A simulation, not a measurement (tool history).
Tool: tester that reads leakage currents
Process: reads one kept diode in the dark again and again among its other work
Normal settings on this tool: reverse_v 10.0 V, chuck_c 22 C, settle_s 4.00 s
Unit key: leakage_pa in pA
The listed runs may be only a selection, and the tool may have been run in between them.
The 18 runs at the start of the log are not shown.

| run | day | reverse_v | chuck_c | settle_s | hours of work since the probe card was cleaned | hours of work since the tester was calibrated | hours of work since the chuck was calibrated | leakage_pa |
|---|---|---|---|---|---|---|---|---|
| 19 | 45.721 | 10.0 | 22 | 3.35 | 403 | 1796 | 1043 | 95.29 |
| 20 | 48.000 | 10.0 | 22 | 3.35 | 442 | 1835 | 1082 | 95.10 |
| 21 | 49.567 | 10.0 | 23 | 3.35 | 468 | 1862 | 1108 | 104.04 |
| 22 | 52.996 | 1.3 | 54 | 0.80 | 526 | 1920 | 1166 | 778.56 |
| 23 | 55.196 | 1.7 | 25 | 4.00 | 563 | 1957 | 1204 | 65.64 |
| 24 | 56.708 | 1.7 | 25 | 4.00 | 589 | 1983 | 1229 | 65.33 |
| 25 | 58.975 | 1.7 | 25 | 4.00 | 628 | 2021 | 1268 | 65.40 |
| 26 | 62.258 | 1.7 | 25 | 1.59 | 683 | 2077 | 1323 | 64.51 |
| 27 | 64.821 | 1.7 | 25 | 1.59 | 727 | 2120 | 1367 | 63.91 |
| 28 | 67.017 | 5.9 | 25 | 0.84 | 764 | 2157 | 1404 | 100.32 |
| 29 | 69.967 | 5.9 | 25 | 0.84 | 814 | 2207 | 1454 | 99.39 |
|  | 70.288 | chuck's temperature calibrated |
| 30 | 71.779 | 1.7 | 30 | 1.54 | 843 | 2237 | 25 | 126.68 |
| 31 | 73.800 | 1.7 | 30 | 1.54 | 877 | 2271 | 60 | 126.61 |
| 32 | 75.592 | 14.4 | 53 | 0.46 | 908 | 2301 | 90 | 1953.67 |
| 33 | 78.083 | 14.4 | 30 | 0.37 | 950 | 2344 | 132 | 274.53 |
| 34 | 80.442 | 10.0 | 50 | 4.00 | 990 | 2384 | 172 | 1331.37 |
| 35 | 83.012 | 10.0 | 50 | 4.00 | 1034 | 2427 | 216 | 1322.75 |
| 36 | 84.433 | 10.0 | 50 | 4.00 | 1058 | 2451 | 240 | 1318.76 |
| 37 | 86.683 | 10.0 | 50 | 4.00 | 1096 | 2489 | 278 | 1316.29 |
| 38 | 88.917 | 2.0 | 48 | 4.43 | 1134 | 2527 | 316 | 626.77 |
| 39 | 90.888 | 1.7 | 22 | 4.00 | 1167 | 2561 | 349 | 56.63 |

Branching from run 39: 4 alternative next runs. What would each branch give?
| A | 94.333 | 17.5 | 23 | 3.96 | 1226 | 2619 | 408 | ? |
| B | 94.333 | 10.0 | 57 | 1.73 | 1226 | 2619 | 408 | ? |
| C | 94.333 | 3.1 | 22 | 0.88 | 1226 | 2619 | 408 | ? |
| D | 94.333 | 14.6 | 33 | 4.00 | 1226 | 2619 | 408 | ? |

| run | leakage_pa |
|---|---|
| A | 144.91 |
| B | 2271.93 |
| C | 69.92 |
| D | 343.25 |
Without the tool's hidden state the same runs would have given:
| run | leakage_pa |
|---|---|
| A | 153.64 |
| B | 2421.77 |
| C | 75.08 |
| D | 366.98 |

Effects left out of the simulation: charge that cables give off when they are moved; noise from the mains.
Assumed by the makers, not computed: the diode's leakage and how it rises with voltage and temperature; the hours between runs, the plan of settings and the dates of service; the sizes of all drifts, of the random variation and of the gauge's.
